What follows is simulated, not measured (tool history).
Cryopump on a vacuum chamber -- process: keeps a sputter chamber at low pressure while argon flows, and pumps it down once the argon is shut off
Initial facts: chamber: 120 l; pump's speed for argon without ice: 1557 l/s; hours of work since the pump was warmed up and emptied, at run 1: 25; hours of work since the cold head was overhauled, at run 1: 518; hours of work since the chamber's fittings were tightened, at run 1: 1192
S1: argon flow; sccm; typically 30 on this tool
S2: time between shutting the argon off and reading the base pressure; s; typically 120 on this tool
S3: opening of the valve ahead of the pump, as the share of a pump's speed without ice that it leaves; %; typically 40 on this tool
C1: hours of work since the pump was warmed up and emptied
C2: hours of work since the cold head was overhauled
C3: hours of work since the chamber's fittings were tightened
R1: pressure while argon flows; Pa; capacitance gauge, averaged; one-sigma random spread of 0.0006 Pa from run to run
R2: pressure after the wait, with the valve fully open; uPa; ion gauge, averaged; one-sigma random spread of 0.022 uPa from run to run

run	day	S1	S2	S3	C1	C2	C3	R1	R2
1	0	30	120	40	25	518	1192	0.0822	1.06
2	0.6	30	120	22	37	530	1204	0.1483	1.02
3	0.992	30	120	16	45	538	1212	0.2038	1.07
4	1.375	30	120	16	52	545	1219	0.2032	1.06
5	1.75	29	120	40	60	553	1227	0.0795	1.07
6	2.275	29	120	40	70	563	1237	0.0795	1.07
7	2.617	30	120	40	77	570	1244	0.0827	1.1
8	3.171	30	120	40	88	581	1255	0.0821	1.05
9	3.625	30	120	40	97	590	1264	0.082	1.08
10	4.233	30	120	40	109	602	1276	0.0825	1.09
11	4.729	30	120	40	119	612	1286	0.0824	1.07
12	5.321	30	120	40	130	623	1298	0.0823	1.06
13	5.717	30	120	40	138	631	1305	0.0828	1.14
14	6.188	30	120	50	148	641	1315	0.0673	1.1
15	6.567	30	120	50	155	648	1322	0.0666	1.13
16	6.979	30	120	40	163	656	1330	0.0823	1.08
17	7.367	30	120	40	171	664	1338	0.0829	1.14
18	7.742	49	33	40	178	671	1345	0.1363	2.23
19	8.079	49	33	40	185	678	1352	0.1364	2.3
20	8.454	49	33	40	192	685	1360	0.1355	2.35
21	8.879	14	33	22	201	694	1368	0.0701	2.3
22	9.15	28	55	22	206	699	1373	0.14	1.68
23	9.638	48	44	22	216	709	1383	0.2385	1.93
24	10.083	27	138	59	225	718	1392	0.0521	1.11
25	10.662	24	115	16	236	729	1403	0.1648	1.17
26	11.058	17	243	44	244	737	1411	0.0439	0.92
27	11.517	17	243	44	253	746	1420	0.0432	0.95
28	11.879	16	141	21	260	753	1427	0.0836	1.13
29	12.429	16	141	21	271	764	1438	0.0839	1.08
30	12.883	36	141	53	280	773	1447	0.0782	1.09
31	13.288	36	141	53	288	781	1455	0.0769	1.16
32	13.612	36	141	53	294	787	1462	0.0775	1.11
# day 13.95: leaking fittings of the chamber tightened, without venting
33	14.208	37	24	31	305	798	5	0.1345	2.47

4 ways to go on from here, each from the tool as it stands after run 33. What would each give?
A	14.571	17	120	40	312	805	12	?	?
B	14.571	42	113	18	312	805	12	?	?
C	14.571	30	120	18	312	805	12	?	?
D	14.571	27	57	17	312	805	12	?	?

run	R1	R2
A	0.0476	0.69
B	0.258	0.7
C	0.1845	0.7
D	0.1746	1.21
What these runs would have given with no unlogged condition in the tool:
run	R1	R2
A	0.0457	0.63
B	0.2532	0.64
C	0.1811	0.64
D	0.1715	1.15
